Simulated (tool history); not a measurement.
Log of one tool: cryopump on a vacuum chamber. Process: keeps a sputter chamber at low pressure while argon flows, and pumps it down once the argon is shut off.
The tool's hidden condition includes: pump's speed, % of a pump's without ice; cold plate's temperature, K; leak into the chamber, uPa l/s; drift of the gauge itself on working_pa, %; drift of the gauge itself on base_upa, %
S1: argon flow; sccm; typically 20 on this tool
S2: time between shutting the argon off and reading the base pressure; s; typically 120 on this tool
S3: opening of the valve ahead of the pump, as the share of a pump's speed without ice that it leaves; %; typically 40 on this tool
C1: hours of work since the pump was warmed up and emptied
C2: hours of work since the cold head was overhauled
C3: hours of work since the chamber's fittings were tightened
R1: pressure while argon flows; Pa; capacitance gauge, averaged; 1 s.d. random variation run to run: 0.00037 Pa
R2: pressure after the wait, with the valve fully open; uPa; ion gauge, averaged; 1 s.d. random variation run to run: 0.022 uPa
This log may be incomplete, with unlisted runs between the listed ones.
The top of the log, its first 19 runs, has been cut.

{"run": 20, "hour": 574.0, "S1": 20, "S2": 113, "S3": 23, "C1": 414, "C2": 414, "C3": 1790, "R1": 0.0769, "R2": 1.27}
{"run": 21, "hour": 593.9, "S1": 20, "S2": 205, "S3": 25, "C1": 423, "C2": 423, "C3": 1799, "R1": 0.071, "R2": 1.05}
{"run": 22, "hour": 612.3, "S1": 20, "S2": 205, "S3": 25, "C1": 432, "C2": 432, "C3": 1808, "R1": 0.0711, "R2": 1.03}
{"run": 23, "hour": 646.5, "S1": 20, "S2": 205, "S3": 25, "C1": 448, "C2": 448, "C3": 1824, "R1": 0.0715, "R2": 1.06}
{"run": 24, "hour": 676.3, "S1": 16, "S2": 120, "S3": 40, "C1": 463, "C2": 463, "C3": 1838, "R1": 0.037, "R2": 1.22}
{"run": 25, "hour": 710.6, "S1": 13, "S2": 265, "S3": 29, "C1": 479, "C2": 479, "C3": 1855, "R1": 0.0405, "R2": 0.94}
{"run": 26, "hour": 732.4, "S1": 8, "S2": 223, "S3": 40, "C1": 489, "C2": 489, "C3": 1865, "R1": 0.0182, "R2": 1.01}
{"run": 27, "hour": 753.1, "S1": 8, "S2": 223, "S3": 40, "C1": 499, "C2": 499, "C3": 1875, "R1": 0.0194, "R2": 0.96}

Predict the results of run 28:
{"run": 28, "hour": 791.1, "S1": 15, "S2": 48, "S3": 36, "C1": 517, "C2": 517, "C3": 1893, "R1": "?", "R2": "?"}

{"run 28": {"R1": 0.0387, "R2": 2.01}}
If the tool had no hidden condition, the same run with the same run-to-run variation would have returned R1 0.0359 Pa, R2 1.38 uPa.

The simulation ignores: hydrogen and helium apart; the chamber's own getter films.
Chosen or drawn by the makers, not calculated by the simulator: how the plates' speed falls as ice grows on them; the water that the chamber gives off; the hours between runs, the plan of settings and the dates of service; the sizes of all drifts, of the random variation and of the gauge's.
